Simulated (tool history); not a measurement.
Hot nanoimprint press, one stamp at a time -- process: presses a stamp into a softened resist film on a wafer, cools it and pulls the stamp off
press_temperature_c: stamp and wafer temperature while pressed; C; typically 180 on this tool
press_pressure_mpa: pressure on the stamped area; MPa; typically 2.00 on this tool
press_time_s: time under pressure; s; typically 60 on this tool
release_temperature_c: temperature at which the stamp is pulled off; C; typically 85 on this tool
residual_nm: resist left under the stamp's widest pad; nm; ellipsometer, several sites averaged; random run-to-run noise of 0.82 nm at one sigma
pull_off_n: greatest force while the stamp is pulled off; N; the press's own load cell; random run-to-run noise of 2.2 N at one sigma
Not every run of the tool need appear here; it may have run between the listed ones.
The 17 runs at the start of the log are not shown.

run    hour  press_temperature_c  press_pressure_mpa  press_time_s  release_temperature_c  hours of work since the thermocouple was calibrated  imprints on the stamp's release coat  hours of work since the press's seals were changed  residual_nm  pull_off_n
 18   961.9                  178                1.25            87                     85                                                   67                                  1417                                                  93        130.6         151
 19  1035.9                  178                1.61            35                     71                                                  107                                  1653                                                 133        144.7         212
 20  1080.0                  178                1.23            89                     71                                                  131                                  1794                                                 156        132.4         219
 21  1142.7                  173                2.62            60                     73                                                  164                                  1995                                                 190        123.2         221
 22  1201.6                  173                2.62            60                     73                                                  196                                  2183                                                 221        123.5         230
 23  1247.6                  189                2.62            60                     73                                                  220                                  2330                                                 246         63.1         234
     1266.9  -- stamp cleaned and given a new release coat
 24  1303.5                  178                2.28            45                     83                                                  247                                   117                                                 273        116.4         106
 25  1347.5                  180                2.76            31                     70                                                  271                                   258                                                 296        106.1         147
 26  1401.3                  180                2.00            60                     80                                                  300                                   430                                                 325        105.8         118
 27  1466.0                  180                3.06            85                     80                                                  334                                   637                                                 360         72.3         137
 28  1513.5                  190                1.69            85                     80                                                  360                                   788                                                 385         67.7         136
 29  1588.2                  190                1.69            85                     80                                                  400                                  1027                                                 425         67.0         146
 30  1624.7                  190                1.69            85                     80                                                  419                                  1144                                                 445         66.5         159

What if the next run were any one of these 4? Each begins from the tool's condition after run 30:
  A  1664.4                  189                2.02            85                     80                                                  441                                  1271                                                 466            ?           ?
  B  1664.4                  180                2.00            64                     85                                                  441                                  1271                                                 466            ?           ?
  C  1664.4                  181                2.00            42                     85                                                  441                                  1271                                                 466            ?           ?
  D  1664.4                  190                1.69            37                     80                                                  441                                  1271                                                 466            ?           ?

run  residual_nm  pull_off_n
  A         62.9         157
  B        100.6         140
  C        111.5         139
  D         88.3         157
The same runs, with their run-to-run variation unchanged, on a tool lacking any hidden condition would have given:
run  residual_nm  pull_off_n
  A         65.6         112
  B        105.2          99
  C        116.3         100
  D         92.0         112
